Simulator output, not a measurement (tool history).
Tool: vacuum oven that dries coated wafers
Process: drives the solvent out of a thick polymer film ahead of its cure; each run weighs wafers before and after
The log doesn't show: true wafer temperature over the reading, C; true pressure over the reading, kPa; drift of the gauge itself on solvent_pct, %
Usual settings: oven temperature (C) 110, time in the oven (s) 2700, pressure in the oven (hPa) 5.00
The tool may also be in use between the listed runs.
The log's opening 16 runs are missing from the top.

run	hour	oven temperature (C)	time in the oven (s)	pressure in the oven (hPa)	hours of work since the thermocouples were calibrated	hours of work since the vacuum gauge was cleaned of residue	solvent left in the film (%)
17	365.7	110	4800	5.00	489	511	0.40
18	378.6	110	4800	5.00	495	517	0.40
19	399.0	110	2700	5.00	504	526	1.35
20	419.7	110	2700	5.00	513	536	1.32
21	446.1	110	2700	5.00	525	547	1.34
22	472.6	110	1500	5.00	537	559	3.95
23	497.0	110	2700	17.04	548	570	1.81
24	510.1	109	2700	4.66	554	576	1.49
25	522.9	112	2700	4.66	559	582	1.10
26	540.9	112	2700	4.66	567	590	1.07
27	569.5	106	2700	5.37	580	603	2.04
28	594.5	106	2700	5.37	591	614	2.02
29	620.3	106	2700	5.37	603	625	1.99
30	633.2	125	2700	11.90	609	631	0.44
31	646.7	102	3000	17.92	615	637	3.01
32	669.3	102	3000	17.92	625	647	3.00
33	695.2	102	3000	17.92	636	659	2.98
34	711.2	98	1980	13.11	644	666	6.11
35	730.6	103	2160	17.67	652	675	4.29
36	749.1	103	2160	15.26	660	683	4.18

Run 37 has not been measured yet. What should we expect?
37	770.9	122	2460	17.81	670	693	?

solvent left in the film (%): 0.79
The same run, on a tool lacking any hidden state, would have yielded solvent left in the film (%) 0.79.
